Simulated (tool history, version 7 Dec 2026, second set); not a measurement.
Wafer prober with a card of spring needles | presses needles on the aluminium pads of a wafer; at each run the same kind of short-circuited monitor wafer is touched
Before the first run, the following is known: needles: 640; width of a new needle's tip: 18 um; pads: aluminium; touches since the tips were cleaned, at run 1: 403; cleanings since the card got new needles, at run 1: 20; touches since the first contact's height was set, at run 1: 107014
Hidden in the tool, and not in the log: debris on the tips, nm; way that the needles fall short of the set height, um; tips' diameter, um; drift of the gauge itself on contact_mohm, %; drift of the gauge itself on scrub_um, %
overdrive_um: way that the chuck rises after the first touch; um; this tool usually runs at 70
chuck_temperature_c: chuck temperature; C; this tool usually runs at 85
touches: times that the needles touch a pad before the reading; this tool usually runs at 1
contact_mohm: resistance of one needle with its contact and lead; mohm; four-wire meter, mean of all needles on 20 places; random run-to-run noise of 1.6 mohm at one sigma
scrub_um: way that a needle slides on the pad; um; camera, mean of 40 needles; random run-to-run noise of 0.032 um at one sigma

run,hour,overdrive_um,chuck_temperature_c,touches,touches since the tips were cleaned,cleanings since the card got new needles,touches since the first contact's height was set,contact_mohm,scrub_um
1,0.0,70,85,1,403,20,107014,151,11.29
# hour 25.7: tips cleaned on abrasive film
# hour 53.2: tips cleaned on abrasive film
2,60.3,70,85,1,1402,22,118929,151,11.31
# hour 76.7: tips cleaned on abrasive film
# hour 103.3: tips cleaned on abrasive film
3,104.4,70,85,1,204,24,127631,150,11.38
# hour 128.1: tips cleaned on abrasive film
4,134.7,70,85,2,1317,25,133631,151,11.38
# hour 153.1: tips cleaned on abrasive film
# hour 178.3: tips cleaned on abrasive film
5,195.9,70,85,2,3491,27,145713,150,11.37
# hour 204.4: tips cleaned on abrasive film
# hour 231.7: tips cleaned on abrasive film
6,236.2,70,85,2,902,29,153681,148,11.38
# hour 258.5: tips cleaned on abrasive film
# hour 282.3: tips cleaned on abrasive film
7,293.0,70,85,2,2120,31,164902,150,11.42
# hour 308.2: tips cleaned on abrasive film
# hour 332.6: tips cleaned on abrasive film
8,352.0,70,36,1,3847,33,176562,143,11.40
# hour 361.4: tips cleaned on abrasive film
# hour 388.3: tips cleaned on abrasive film
9,395.9,70,85,1,1518,35,185225,151,11.47
# hour 414.5: tips cleaned on abrasive film
10,427.2,70,85,3,2529,36,191412,150,11.41
# hour 438.1: tips cleaned on abrasive film
# hour 466.2: tips cleaned on abrasive film
# hour 492.7: tips cleaned on abrasive film
11,495.3,70,85,3,515,39,204846,151,11.43
# hour 519.6: tips cleaned on abrasive film
# hour 543.4: tips cleaned on abrasive film
12,561.5,70,85,2,3602,41,217940,150,11.43
# hour 567.4: tips cleaned on abrasive film
# hour 591.7: tips cleaned on abrasive film
13,591.8,85,67,1,22,43,223900,146,13.88
# hour 617.1: tips cleaned on abrasive film
14,624.5,62,67,2,1456,44,230361,149,10.10
# hour 643.6: tips cleaned on abrasive film
# hour 667.8: tips cleaned on abrasive film
15,667.8,58,59,1,0,46,238925,147,9.48
# hour 694.5: tips cleaned on abrasive film
# hour 698.5: height of the first contact set anew
# hour 719.9: tips cleaned on abrasive film
16,727.2,87,85,1,1440,48,5664,149,14.24
# hour 743.4: tips cleaned on abrasive film
# hour 767.6: tips cleaned on abrasive film
# hour 793.0: tips cleaned on abrasive film
17,793.0,79,67,2,0,51,18647,145,12.99
# hour 816.9: tips cleaned on abrasive film
18,831.5,79,67,2,2892,52,26262,147,12.94
# hour 842.8: tips cleaned on abrasive film
# hour 868.5: tips cleaned on abrasive film
19,880.8,79,67,2,2445,54,36004,147,12.95
# hour 895.1: tips cleaned on abrasive film
# hour 919.9: tips cleaned on abrasive film
20,925.5,60,26,1,1125,56,44836,142,9.86

Each row is a separate what-if for the run after 20, all from the same tool condition, not one after another. Results?
# hour 943.7: tips cleaned on abrasive film
# hour 968.4: tips cleaned on abrasive film
A,981.8,66,26,3,2659,58,55957,?,?
# hour 943.7: tips cleaned on abrasive film
# hour 968.4: tips cleaned on abrasive film
B,981.8,60,110,2,2659,58,55957,?,?
# hour 943.7: tips cleaned on abrasive film
# hour 968.4: tips cleaned on abrasive film
C,981.8,60,38,2,2659,58,55957,?,?

run,contact_mohm,scrub_um
A,138,10.88
B,157,9.90
C,146,9.86
The same runs, with their run-to-run variation unchanged, on a tool lacking any hidden condition would have given:
run,contact_mohm,scrub_um
A,138,10.70
B,157,9.75
C,146,9.71
